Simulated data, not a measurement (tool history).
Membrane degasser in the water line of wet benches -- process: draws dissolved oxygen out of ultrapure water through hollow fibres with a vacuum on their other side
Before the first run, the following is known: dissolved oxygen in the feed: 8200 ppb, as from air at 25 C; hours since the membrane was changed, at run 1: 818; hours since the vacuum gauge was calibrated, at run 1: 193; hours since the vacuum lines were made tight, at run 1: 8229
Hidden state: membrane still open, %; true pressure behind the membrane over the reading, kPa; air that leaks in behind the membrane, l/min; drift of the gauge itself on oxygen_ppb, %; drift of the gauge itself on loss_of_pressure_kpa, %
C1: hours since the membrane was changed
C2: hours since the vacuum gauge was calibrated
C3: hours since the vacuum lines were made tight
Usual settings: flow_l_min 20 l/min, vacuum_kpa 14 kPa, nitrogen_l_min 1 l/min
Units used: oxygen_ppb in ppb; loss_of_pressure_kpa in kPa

run 1 hour=0 | flow_l_min=20 vacuum_kpa=14 nitrogen_l_min=1 | C1=818 C2=193 C3=8229 | oxygen_ppb=621.6 loss_of_pressure_kpa=49.29
run 2 hour=66.5 | flow_l_min=13 vacuum_kpa=14 nitrogen_l_min=1 | C1=885 C2=260 C3=8295 | oxygen_ppb=348.1 loss_of_pressure_kpa=32.14
run 3 hour=134.9 | flow_l_min=20 vacuum_kpa=14 nitrogen_l_min=1 | C1=953 C2=328 C3=8363 | oxygen_ppb=621.2 loss_of_pressure_kpa=49.66
run 4 hour=166.9 | flow_l_min=20 vacuum_kpa=14 nitrogen_l_min=1 | C1=985 C2=360 C3=8395 | oxygen_ppb=636 loss_of_pressure_kpa=49.33
run 5 hour=212.5 | flow_l_min=20 vacuum_kpa=14 nitrogen_l_min=1 | C1=1031 C2=406 C3=8441 | oxygen_ppb=614.3 loss_of_pressure_kpa=49.26
run 6 hour=246.3 | flow_l_min=23 vacuum_kpa=14 nitrogen_l_min=1 | C1=1065 C2=440 C3=8475 | oxygen_ppb=754.9 loss_of_pressure_kpa=57.01
run 7 hour=300.9 | flow_l_min=23 vacuum_kpa=14 nitrogen_l_min=1 | C1=1119 C2=494 C3=8529 | oxygen_ppb=764.7 loss_of_pressure_kpa=57.41
run 8 hour=337.6 | flow_l_min=20 vacuum_kpa=14 nitrogen_l_min=1 | C1=1156 C2=531 C3=8566 | oxygen_ppb=629.2 loss_of_pressure_kpa=49.38
run 9 hour=381.2 | flow_l_min=20 vacuum_kpa=14 nitrogen_l_min=1 | C1=1199 C2=575 C3=8610 | oxygen_ppb=619.1 loss_of_pressure_kpa=49.81
run 10 hour=418.8 | flow_l_min=20 vacuum_kpa=14 nitrogen_l_min=0.54 | C1=1237 C2=612 C3=8647 | oxygen_ppb=916.4 loss_of_pressure_kpa=49.77
run 11 hour=456.1 | flow_l_min=20 vacuum_kpa=14 nitrogen_l_min=0.54 | C1=1274 C2=650 C3=8685 | oxygen_ppb=910.2 loss_of_pressure_kpa=49.95
run 12 hour=525 | flow_l_min=20 vacuum_kpa=14 nitrogen_l_min=1.75 | C1=1343 C2=718 C3=8754 | oxygen_ppb=455.5 loss_of_pressure_kpa=50.09
run 13 hour=582.2 | flow_l_min=14 vacuum_kpa=14 nitrogen_l_min=1 | C1=1401 C2=776 C3=8811 | oxygen_ppb=388.5 loss_of_pressure_kpa=35.13
run 14 hour=644.5 | flow_l_min=14 vacuum_kpa=8.9 nitrogen_l_min=1 | C1=1463 C2=838 C3=8873 | oxygen_ppb=230.9 loss_of_pressure_kpa=35.33
run 15 hour=718.2 | flow_l_min=22 vacuum_kpa=34 nitrogen_l_min=1 | C1=1537 C2=912 C3=8947 | oxygen_ppb=1487.5 loss_of_pressure_kpa=55.16
run 16 hour=770.4 | flow_l_min=15 vacuum_kpa=20.5 nitrogen_l_min=1.25 | C1=1589 C2=964 C3=8999 | oxygen_ppb=521.7 loss_of_pressure_kpa=37.82
run 17 hour=821 | flow_l_min=15 vacuum_kpa=20.5 nitrogen_l_min=1.25 | C1=1639 C2=1014 C3=9050 | oxygen_ppb=524.7 loss_of_pressure_kpa=37.92
run 18 hour=866.8 | flow_l_min=16 vacuum_kpa=14 nitrogen_l_min=0.56 | C1=1685 C2=1060 C3=9095 | oxygen_ppb=693.5 loss_of_pressure_kpa=39.83
run 19 hour=901.8 | flow_l_min=27 vacuum_kpa=24.6 nitrogen_l_min=0.56 | C1=1720 C2=1095 C3=9130 | oxygen_ppb=1940.4 loss_of_pressure_kpa=68.15
run 20 hour=957.3 | flow_l_min=27 vacuum_kpa=24.6 nitrogen_l_min=0.56 | C1=1776 C2=1151 C3=9186 | oxygen_ppb=1946.8 loss_of_pressure_kpa=68.23
run 21 hour=1020.1 | flow_l_min=27 vacuum_kpa=24.6 nitrogen_l_min=0.56 | C1=1838 C2=1214 C3=9249 | oxygen_ppb=1911.4 loss_of_pressure_kpa=68.57
run 22 hour=1083.5 | flow_l_min=27 vacuum_kpa=24.6 nitrogen_l_min=0.56 | C1=1902 C2=1277 C3=9312 | oxygen_ppb=1921.1 loss_of_pressure_kpa=68.23
-- hour=1094.8 gauge calibrated
run 23 hour=1153.3 | flow_l_min=17 vacuum_kpa=22.8 nitrogen_l_min=0.7 | C1=1972 C2=1347 C3=9382 | oxygen_ppb=1021.7 loss_of_pressure_kpa=41.98
run 24 hour=1209.4 | flow_l_min=19 vacuum_kpa=9.6 nitrogen_l_min=0.7 | C1=2028 C2=1403 C3=9438 | oxygen_ppb=506.8 loss_of_pressure_kpa=46.41
run 25 hour=1257.1 | flow_l_min=19 vacuum_kpa=9.6 nitrogen_l_min=0.7 | C1=2075 C2=1451 C3=9486 | oxygen_ppb=503.9 loss_of_pressure_kpa=46.9
run 26 hour=1303.9 | flow_l_min=19 vacuum_kpa=9.6 nitrogen_l_min=0.7 | C1=2122 C2=1497 C3=9532 | oxygen_ppb=501.2 loss_of_pressure_kpa=46.93
-- hour=1340 seals of the vacuum lines changed
run 27 hour=1368.7 | flow_l_min=17 vacuum_kpa=13.5 nitrogen_l_min=0.7 | C1=2185 C2=1560 C3=29 | oxygen_ppb=621.9 loss_of_pressure_kpa=41.87
run 28 hour=1444.2 | flow_l_min=24 vacuum_kpa=23.9 nitrogen_l_min=2.01 | C1=2261 C2=1636 C3=104 | oxygen_ppb=838.6 loss_of_pressure_kpa=59.88

Below are 3 alternative next runs, each starting from the tool's condition after run 28. Predict each:
run A hour=1509.8 | flow_l_min=24 vacuum_kpa=23.9 nitrogen_l_min=1.57 | C1=2326 C2=1701 C3=170 | oxygen_ppb=? loss_of_pressure_kpa=?
run B hour=1509.8 | flow_l_min=13 vacuum_kpa=26.3 nitrogen_l_min=2.25 | C1=2326 C2=1701 C3=170 | oxygen_ppb=? loss_of_pressure_kpa=?
run C hour=1509.8 | flow_l_min=20 vacuum_kpa=10 nitrogen_l_min=1.2 | C1=2326 C2=1701 C3=170 | oxygen_ppb=? loss_of_pressure_kpa=?

run=A oxygen_ppb=950.2 loss_of_pressure_kpa=59.97
run=B oxygen_ppb=350.9 loss_of_pressure_kpa=32.66
run=C oxygen_ppb=422.5 loss_of_pressure_kpa=50.04
The same runs, with their run-to-run variation unchanged, on a tool lacking any hidden condition would have given:
run=A oxygen_ppb=949.7 loss_of_pressure_kpa=59.3
run=B oxygen_ppb=350.8 loss_of_pressure_kpa=32.3
run=C oxygen_ppb=422.1 loss_of_pressure_kpa=49.48
